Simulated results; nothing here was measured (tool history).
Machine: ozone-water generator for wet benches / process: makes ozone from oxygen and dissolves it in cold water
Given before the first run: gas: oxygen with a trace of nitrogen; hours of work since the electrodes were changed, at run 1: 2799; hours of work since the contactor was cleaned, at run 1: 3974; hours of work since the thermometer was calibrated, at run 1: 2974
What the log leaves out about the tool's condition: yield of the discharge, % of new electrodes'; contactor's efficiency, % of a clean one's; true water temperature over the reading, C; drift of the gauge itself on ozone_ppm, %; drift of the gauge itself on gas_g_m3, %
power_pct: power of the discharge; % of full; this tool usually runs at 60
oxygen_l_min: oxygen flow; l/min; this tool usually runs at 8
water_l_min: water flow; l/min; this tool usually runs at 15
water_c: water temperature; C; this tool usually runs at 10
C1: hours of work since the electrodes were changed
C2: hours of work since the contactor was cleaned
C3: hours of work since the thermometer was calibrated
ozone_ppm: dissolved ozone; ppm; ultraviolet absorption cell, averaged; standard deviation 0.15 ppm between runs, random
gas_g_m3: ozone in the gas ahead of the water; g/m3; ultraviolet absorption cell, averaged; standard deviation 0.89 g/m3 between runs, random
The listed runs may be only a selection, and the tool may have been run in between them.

run 1 hour=0 | power_pct=60 oxygen_l_min=8 water_l_min=15 water_c=10 | C1=2799 C2=3974 C3=2974 | ozone_ppm=15.8 gas_g_m3=132.3
run 2 hour=115.9 | power_pct=60 oxygen_l_min=8 water_l_min=15 water_c=10 | C1=2913 C2=4088 C3=3087 | ozone_ppm=15.8 gas_g_m3=130.1
run 3 hour=191.3 | power_pct=60 oxygen_l_min=8 water_l_min=15 water_c=6 | C1=2987 C2=4162 C3=3162 | ozone_ppm=17 gas_g_m3=131.2
-- hour=237.9 contactor cleaned
run 4 hour=280.4 | power_pct=60 oxygen_l_min=6.08 water_l_min=15 water_c=10 | C1=3070 C2=42 C3=3245 | ozone_ppm=17.6 gas_g_m3=155.2
run 5 hour=392.6 | power_pct=60 oxygen_l_min=6.08 water_l_min=15 water_c=10 | C1=3181 C2=152 C3=3355 | ozone_ppm=17.2 gas_g_m3=155.8
run 6 hour=482.2 | power_pct=60 oxygen_l_min=6.08 water_l_min=15 water_c=10 | C1=3269 C2=240 C3=3444 | ozone_ppm=17.4 gas_g_m3=156
run 7 hour=577.8 | power_pct=60 oxygen_l_min=6.08 water_l_min=15 water_c=10 | C1=3363 C2=334 C3=3538 | ozone_ppm=17.5 gas_g_m3=155
run 8 hour=696.7 | power_pct=60 oxygen_l_min=8 water_l_min=11 water_c=10 | C1=3479 C2=451 C3=3654 | ozone_ppm=20.8 gas_g_m3=129.6
run 9 hour=802.7 | power_pct=60 oxygen_l_min=8 water_l_min=15 water_c=10 | C1=3584 C2=555 C3=3759 | ozone_ppm=16.4 gas_g_m3=128.2
run 10 hour=886 | power_pct=60 oxygen_l_min=8 water_l_min=15 water_c=10 | C1=3665 C2=637 C3=3840 | ozone_ppm=16.4 gas_g_m3=128
run 11 hour=938.3 | power_pct=60 oxygen_l_min=8 water_l_min=15 water_c=10 | C1=3717 C2=688 C3=3892 | ozone_ppm=16.3 gas_g_m3=129.4
run 12 hour=1057.4 | power_pct=60 oxygen_l_min=8 water_l_min=15 water_c=10 | C1=3834 C2=805 C3=4009 | ozone_ppm=16.4 gas_g_m3=125.7
run 13 hour=1153.7 | power_pct=97 oxygen_l_min=4.49 water_l_min=11 water_c=8 | C1=3929 C2=900 C3=4103 | ozone_ppm=33.9 gas_g_m3=262.4
run 14 hour=1263.9 | power_pct=49 oxygen_l_min=4.46 water_l_min=13 water_c=12 | C1=4037 C2=1008 C3=4212 | ozone_ppm=16.5 gas_g_m3=156.8
run 15 hour=1375.5 | power_pct=61 oxygen_l_min=8 water_l_min=15 water_c=10 | C1=4147 C2=1118 C3=4321 | ozone_ppm=15.9 gas_g_m3=128.3
run 16 hour=1500.4 | power_pct=62 oxygen_l_min=9.28 water_l_min=14 water_c=7 | C1=4269 C2=1241 C3=4444 | ozone_ppm=17.6 gas_g_m3=117.1
run 17 hour=1619.9 | power_pct=45 oxygen_l_min=8 water_l_min=15 water_c=17 | C1=4387 C2=1358 C3=4562 | ozone_ppm=11 gas_g_m3=101.4
run 18 hour=1738.3 | power_pct=45 oxygen_l_min=8 water_l_min=15 water_c=17 | C1=4503 C2=1475 C3=4678 | ozone_ppm=11.1 gas_g_m3=101.3
run 19 hour=1795.8 | power_pct=45 oxygen_l_min=8 water_l_min=15 water_c=17 | C1=4560 C2=1531 C3=4734 | ozone_ppm=10.8 gas_g_m3=101.2
run 20 hour=1869 | power_pct=45 oxygen_l_min=8 water_l_min=15 water_c=17 | C1=4632 C2=1603 C3=4806 | ozone_ppm=10.8 gas_g_m3=99.9
run 21 hour=1979.2 | power_pct=55 oxygen_l_min=4.83 water_l_min=15 water_c=17 | C1=4740 C2=1711 C3=4915 | ozone_ppm=13.7 gas_g_m3=159.2

Results per run with the tool's hidden condition removed, run-to-run variation unchanged:
run=1 ozone_ppm=18.9 gas_g_m3=146.2
run=2 ozone_ppm=19 gas_g_m3=144.5
run=3 ozone_ppm=20.5 gas_g_m3=146
run=4 ozone_ppm=19.8 gas_g_m3=173.2
run=5 ozone_ppm=19.6 gas_g_m3=174.7
run=6 ozone_ppm=19.8 gas_g_m3=175.3
run=7 ozone_ppm=20 gas_g_m3=174.9
run=8 ozone_ppm=24 gas_g_m3=146.9
run=9 ozone_ppm=19 gas_g_m3=145.9
run=10 ozone_ppm=19.1 gas_g_m3=146.2
run=11 ozone_ppm=19.1 gas_g_m3=147.9
run=12 ozone_ppm=19.3 gas_g_m3=144.5
run=13 ozone_ppm=42.6 gas_g_m3=322.4
run=14 ozone_ppm=19 gas_g_m3=176.6
run=15 ozone_ppm=19.2 gas_g_m3=149.5
run=16 ozone_ppm=21.4 gas_g_m3=137.5
run=17 ozone_ppm=12.9 gas_g_m3=114.1
run=18 ozone_ppm=13 gas_g_m3=114.3
run=19 ozone_ppm=12.8 gas_g_m3=114.4
run=20 ozone_ppm=12.8 gas_g_m3=113.1
run=21 ozone_ppm=16.7 gas_g_m3=187.1
